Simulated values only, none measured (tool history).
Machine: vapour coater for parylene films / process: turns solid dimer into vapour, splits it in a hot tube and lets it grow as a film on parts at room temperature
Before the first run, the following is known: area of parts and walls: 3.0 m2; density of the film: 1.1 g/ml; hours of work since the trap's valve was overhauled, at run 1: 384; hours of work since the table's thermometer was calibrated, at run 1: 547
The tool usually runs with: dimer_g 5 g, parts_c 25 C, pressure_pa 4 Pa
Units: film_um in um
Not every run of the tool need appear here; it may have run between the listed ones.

| run | day | dimer_g | parts_c | pressure_pa | hours of work since the trap's valve was overhauled | hours of work since the table's thermometer was calibrated | film_um |
|---|---|---|---|---|---|---|---|
| 1 | 0 | 5 | 25 | 4 | 384 | 547 | 0.664 |
| 2 | 1.158 | 5 | 25 | 4 | 408 | 572 | 0.655 |
| 3 | 1.742 | 5 | 25 | 4 | 420 | 584 | 0.648 |
| 4 | 2.496 | 5 | 25 | 4 | 436 | 600 | 0.654 |
| 5 | 3.867 | 5 | 25 | 2.53 | 465 | 629 | 0.709 |
| 6 | 4.612 | 7 | 25 | 4 | 481 | 645 | 0.892 |
| 7 | 5.271 | 5 | 25 | 4 | 495 | 659 | 0.633 |
| 8 | 6.133 | 5 | 25 | 4 | 513 | 677 | 0.641 |
| 9 | 7.162 | 3 | 25 | 4 | 534 | 698 | 0.385 |
| 10 | 8.062 | 3 | 25 | 4 | 553 | 717 | 0.375 |
| 11 | 8.921 | 2 | 25 | 4 | 572 | 735 | 0.25 |
|  | 9.383 | trap's valve overhauled |
| 12 | 10.454 | 5 | 25 | 4 | 23 | 764 | 0.725 |
| 13 | 11.45 | 5 | 25 | 4 | 44 | 785 | 0.722 |
| 14 | 12.517 | 3 | 25 | 4 | 66 | 808 | 0.435 |
| 15 | 13.417 | 3 | 25 | 4 | 85 | 827 | 0.435 |
| 16 | 14.371 | 5 | 25 | 4 | 105 | 847 | 0.712 |
| 17 | 15.621 | 5 | 25 | 4 | 131 | 873 | 0.706 |
| 18 | 16.546 | 5 | 37 | 4 | 151 | 893 | 0.446 |
| 19 | 17.454 | 5 | 30 | 4 | 170 | 912 | 0.572 |
| 20 | 18.767 | 5 | 27 | 4 | 198 | 939 | 0.652 |
| 21 | 19.388 | 2 | 25 | 4 | 211 | 953 | 0.278 |
| 22 | 20.158 | 2 | 25 | 4 | 227 | 969 | 0.285 |
| 23 | 21.05 | 5 | 36 | 4 | 246 | 988 | 0.447 |
| 24 | 21.65 | 3 | 29 | 10.11 | 259 | 1000 | 0.296 |
| 25 | 22.421 | 5 | 27 | 2.93 | 275 | 1016 | 0.673 |
| 26 | 23.175 | 5 | 27 | 2.93 | 291 | 1032 | 0.67 |
| 27 | 23.804 | 5 | 27 | 2.93 | 304 | 1046 | 0.676 |
| 28 | 24.671 | 5 | 27 | 2.93 | 322 | 1064 | 0.678 |
| 29 | 25.838 | 5 | 27 | 4.97 | 347 | 1089 | 0.597 |
| 30 | 27.1 | 8 | 20 | 2.71 | 373 | 1115 | 1.435 |
| 31 | 28.25 | 8 | 20 | 2.71 | 398 | 1139 | 1.417 |
| 32 | 28.962 | 8 | 20 | 2.71 | 413 | 1154 | 1.404 |
| 33 | 29.704 | 8 | 26 | 9.08 | 428 | 1170 | 0.864 |
| 34 | 30.771 | 6 | 20 | 5.16 | 451 | 1192 | 0.912 |
| 35 | 31.512 | 3 | 20 | 4.28 | 466 | 1208 | 0.474 |
| 36 | 32.825 | 3 | 19 | 4.28 | 494 | 1236 | 0.492 |
| 37 | 34.146 | 5 | 28 | 2.66 | 522 | 1264 | 0.621 |
| 38 | 35.1 | 5 | 30 | 4.29 | 542 | 1284 | 0.516 |
| 39 | 35.738 | 5 | 31 | 2.94 | 555 | 1297 | 0.54 |
| 40 | 36.488 | 5 | 24 | 2.4 | 571 | 1313 | 0.744 |
|  | 36.871 | trap's valve overhauled |
| 41 | 37.312 | 3 | 24 | 2.4 | 9 | 1327 | 0.52 |
| 42 | 37.942 | 3 | 25 | 4.03 | 23 | 1340 | 0.443 |
| 43 | 38.617 | 3 | 26 | 6.67 | 37 | 1354 | 0.379 |
| 44 | 39.704 | 3 | 26 | 6.67 | 60 | 1377 | 0.386 |
| 45 | 40.571 | 3 | 26 | 6.67 | 78 | 1396 | 0.371 |
| 46 | 41.658 | 3 | 26 | 6.67 | 101 | 1418 | 0.382 |

Each row is a separate what-if for the run after 46, all from the same tool condition, not one after another. Results?
| A | 42.604 | 5 | 35 | 2.53 | 121 | 1438 | ? |
| B | 42.604 | 2 | 35 | 4.55 | 121 | 1438 | ? |
| C | 42.604 | 4 | 24 | 10.46 | 121 | 1438 | ? |
| D | 42.604 | 9 | 22 | 10.28 | 121 | 1438 | ? |

| run | film_um |
|---|---|
| A | 0.534 |
| B | 0.192 |
| C | 0.497 |
| D | 1.207 |
Without the tool's hidden state the same runs would have given:
| run | film_um |
|---|---|
| A | 0.525 |
| B | 0.189 |
| C | 0.489 |
| D | 1.186 |
